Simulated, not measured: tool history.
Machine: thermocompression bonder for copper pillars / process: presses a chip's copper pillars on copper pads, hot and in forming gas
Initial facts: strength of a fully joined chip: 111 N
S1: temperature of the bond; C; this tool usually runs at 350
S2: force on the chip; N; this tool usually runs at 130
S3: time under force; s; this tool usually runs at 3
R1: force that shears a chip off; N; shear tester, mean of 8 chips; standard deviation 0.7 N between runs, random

| run | hour | S1 | S2 | S3 | R1 |
|---|---|---|---|---|---|
| 1 | 0 | 350 | 130 | 3 | 45.9 |
| 2 | 15.7 | 350 | 130 | 3 | 45.8 |
| 3 | 30.5 | 350 | 130 | 3 | 45.6 |
| 4 | 41.9 | 350 | 130 | 3 | 46 |
| 5 | 49.9 | 350 | 130 | 3 | 44.3 |
| 6 | 62.8 | 344 | 130 | 3 | 43.3 |
| 7 | 73.4 | 344 | 130 | 3 | 41.6 |
| 8 | 83.7 | 344 | 130 | 3 | 42.2 |
| 9 | 91.9 | 351 | 130 | 3 | 44.7 |
|  | 100 | forming gas filter changed |
| 10 | 101.8 | 350 | 194 | 3 | 64.2 |
| 11 | 113.4 | 350 | 130 | 3 | 46.3 |
| 12 | 126.3 | 350 | 130 | 3 | 46.5 |
| 13 | 134.4 | 350 | 130 | 3 | 47.8 |
| 14 | 141.7 | 350 | 130 | 3 | 47.3 |
| 15 | 154.4 | 334 | 103 | 3 | 33.3 |
| 16 | 162.5 | 329 | 164 | 2 | 39.9 |
| 17 | 178.8 | 329 | 164 | 2 | 39.5 |
| 18 | 193.1 | 352 | 130 | 6 | 61.2 |
| 19 | 200.5 | 329 | 98 | 3 | 29.6 |
| 20 | 208.6 | 329 | 178 | 4 | 53.4 |
| 21 | 222 | 361 | 106 | 3 | 43.1 |

Alternative continuations, all from the tool just after run 21; predict every row:
| A | 232.3 | 361 | 106 | 2 | ? |
| B | 232.3 | 334 | 141 | 2 | ? |
| C | 232.3 | 350 | 145 | 3 | ? |

| run | R1 |
|---|---|
| A | 36.8 |
| B | 35.8 |
| C | 49.3 |
Had the tool no hidden state, the same runs would have come out as:
| run | R1 |
|---|---|
| A | 40.3 |
| B | 39.5 |
| C | 53.8 |

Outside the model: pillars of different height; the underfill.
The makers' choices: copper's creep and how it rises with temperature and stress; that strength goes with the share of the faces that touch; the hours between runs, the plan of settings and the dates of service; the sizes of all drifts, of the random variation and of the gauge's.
